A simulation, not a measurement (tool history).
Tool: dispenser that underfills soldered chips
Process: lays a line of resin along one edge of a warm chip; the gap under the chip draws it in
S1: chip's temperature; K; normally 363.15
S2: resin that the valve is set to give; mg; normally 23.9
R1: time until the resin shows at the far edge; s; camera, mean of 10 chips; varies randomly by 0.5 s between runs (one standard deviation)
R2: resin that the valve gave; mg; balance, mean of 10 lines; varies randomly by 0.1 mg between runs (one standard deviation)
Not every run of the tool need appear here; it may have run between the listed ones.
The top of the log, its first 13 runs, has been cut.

Run 14, hour 61.5: usual settings but S2 28.3 mg. Result: R1 69.3 s, R2 27.61 mg.
Run 15, hour 64.6: usual settings. Result: R1 83.4 s, R2 23.07 mg.
At hour 65.4: new syringe of resin.
Run 16, hour 68.8: usual settings. Result: R1 48.9 s, R2 23.09 mg.
Run 17, hour 73.5: usual settings but S2 28.6 mg. Result: R1 61.7 s, R2 27.43 mg.
At hour 76.5: dispensing valve cleaned and set on the balance.
Run 18, hour 77.3: usual settings but S2 28.6 mg. Result: R1 71 s, R2 28.72 mg.
At hour 80.7: new syringe of resin.
Run 19, hour 80.9: usual settings. Result: R1 39.6 s, R2 24.03 mg.
Run 20, hour 83.8: usual settings. Result: R1 46.7 s, R2 23.93 mg.
Run 21, hour 87.2: usual settings but S1 365.15 K, S2 28.1 mg. Result: R1 50.9 s, R2 27.93 mg.
Run 22, hour 91.5: usual settings but S1 369.15 K, S2 23.7 mg. Result: R1 56 s, R2 23.52 mg.
At hour 94.7: new syringe of resin.
Run 23, hour 98: usual settings but S1 357.15 K, S2 29.3 mg. Result: R1 60.2 s, R2 28.99 mg.
Run 24, hour 102.6: usual settings but S1 357.15 K, S2 29.3 mg. Result: R1 79.5 s, R2 29.05 mg.
Run 25, hour 106.3: usual settings but S1 357.15 K, S2 29.3 mg. Result: R1 96.5 s, R2 28.9 mg.
At hour 108.9: new syringe of resin.
Run 26, hour 110.8: usual settings but S1 374.15 K, S2 30.5 mg. Result: R1 27.7 s, R2 29.81 mg.
Run 27, hour 114.3: usual settings but S1 374.15 K, S2 30.5 mg. Result: R1 32.7 s, R2 29.78 mg.
Run 28, hour 120.3: usual settings but S1 354.15 K, S2 25.9 mg. Result: R1 110.9 s, R2 25.46 mg.
At hour 123.2: new syringe of resin.
Run 29, hour 123.7: usual settings but S1 354.15 K, S2 25.9 mg. Result: R1 60.7 s, R2 25.48 mg.
Run 30, hour 129.1: usual settings but S1 357.15 K. Result: R1 70.1 s, R2 23.25 mg.
Run 31, hour 131.9: usual settings but S1 357.15 K. Result: R1 83.2 s, R2 23.37 mg.
Run 32, hour 135.8: usual settings but S2 26.8 mg. Result: R1 79.2 s, R2 26.24 mg.
At hour 137.5: new syringe of resin.
Run 33, hour 141: usual settings but S1 352.15 K, S2 30.6 mg. Result: R1 76.8 s, R2 29.83 mg.
Run 34, hour 145.5: usual settings but S1 359.15 K, S2 28.9 mg. Result: R1 71 s, R2 28.05 mg.
Run 35, hour 150.1: usual settings but S2 23.5 mg. Result: R1 80.8 s, R2 22.73 mg.
At hour 151.7: new syringe of resin.
Run 36, hour 156.2: usual settings but S2 23.5 mg. Result: R1 52.1 s, R2 22.79 mg.

Estimate the outcome of run 37 from the log above:
Run 37, hour 159.5: usual settings but S2 23.5 mg. Result: R1 ?, R2 ?.

{"run 37": {"R1": 60, "R2": 22.53}}
On a tool with no hidden condition, and with the same random variation, this run would have come out at R1 39.7 s, R2 23.38 mg.
